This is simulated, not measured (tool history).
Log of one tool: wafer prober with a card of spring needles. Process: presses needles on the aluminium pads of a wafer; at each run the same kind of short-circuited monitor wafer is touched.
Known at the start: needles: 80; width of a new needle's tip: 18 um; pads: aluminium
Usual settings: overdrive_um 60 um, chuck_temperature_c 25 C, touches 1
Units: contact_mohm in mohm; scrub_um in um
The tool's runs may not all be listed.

run	hour	overdrive_um	chuck_temperature_c	touches	contact_mohm	scrub_um
1	0.0	60	25	1	449	11.48
# hour 2.4: tips cleaned on abrasive film
2	8.5	60	41	1	360	11.47
3	14.7	60	41	1	429	11.45
# hour 21.1: tips cleaned on abrasive film
4	28.8	60	41	1	388	11.46
# hour 39.2: tips cleaned on abrasive film
5	39.8	60	41	1	185	11.45
6	49.8	60	41	1	415	11.41
# hour 57.1: tips cleaned on abrasive film
7	62.6	60	41	1	347	11.41
8	70.2	60	41	1	446	11.39
# hour 74.9: tips cleaned on abrasive film
9	78.1	60	41	1	278	11.40
10	84.3	60	25	1	410	11.36
# hour 92.9: tips cleaned on abrasive film
11	93.1	60	25	1	170	11.40
12	103.8	60	25	1	415	11.33
13	110.3	60	25	1	468	11.42
# hour 111.3: tips cleaned on abrasive film
14	119.6	60	25	3	228	11.36
# hour 130.0: tips cleaned on abrasive film
15	130.6	60	25	1	192	11.33
16	136.9	60	29	1	370	11.33
17	144.7	60	29	1	467	11.38
# hour 148.1: tips cleaned on abrasive film
18	157.7	73	45	1	313	13.86
# hour 166.6: tips cleaned on abrasive film
19	171.0	68	58	2	223	12.90
20	179.2	64	55	1	405	12.10
# hour 184.6: tips cleaned on abrasive film
21	185.6	60	58	2	183	11.30
22	197.3	48	26	2	436	9.00
# hour 203.5: tips cleaned on abrasive film
23	209.4	48	28	2	337	9.01
24	216.6	48	28	2	435	8.99
# hour 221.7: tips cleaned on abrasive film
25	230.8	59	101	2	300	11.09
# hour 239.8: tips cleaned on abrasive film
26	244.2	67	36	2	225	12.63
27	254.7	67	36	2	296	12.61
# hour 257.6: tips cleaned on abrasive film
28	263.3	58	82	2	269	10.91
29	270.9	60	25	1	465	11.29
# hour 276.4: tips cleaned on abrasive film
30	283.9	60	25	1	385	11.26
31	294.0	52	78	1	585	9.73
# hour 295.4: tips cleaned on abrasive film
32	301.8	60	68	1	356	11.24
33	309.0	60	68	1	453	11.30

Forecast each of these 4 alternatives for the next run:
# hour 314.2: tips cleaned on abrasive film
A	322.8	60	77	2	?	?
# hour 314.2: tips cleaned on abrasive film
B	322.8	54	35	2	?	?
# hour 314.2: tips cleaned on abrasive film
C	322.8	60	25	1	?	?
# hour 314.2: tips cleaned on abrasive film
D	322.8	60	29	1	?	?

run	contact_mohm	scrub_um
A	302	11.27
B	351	10.09
C	417	11.26
D	421	11.23
Without the tool's hidden state the same runs would have given:
run	contact_mohm	scrub_um
A	139	11.51
B	135	10.32
C	127	11.49
D	129	11.47

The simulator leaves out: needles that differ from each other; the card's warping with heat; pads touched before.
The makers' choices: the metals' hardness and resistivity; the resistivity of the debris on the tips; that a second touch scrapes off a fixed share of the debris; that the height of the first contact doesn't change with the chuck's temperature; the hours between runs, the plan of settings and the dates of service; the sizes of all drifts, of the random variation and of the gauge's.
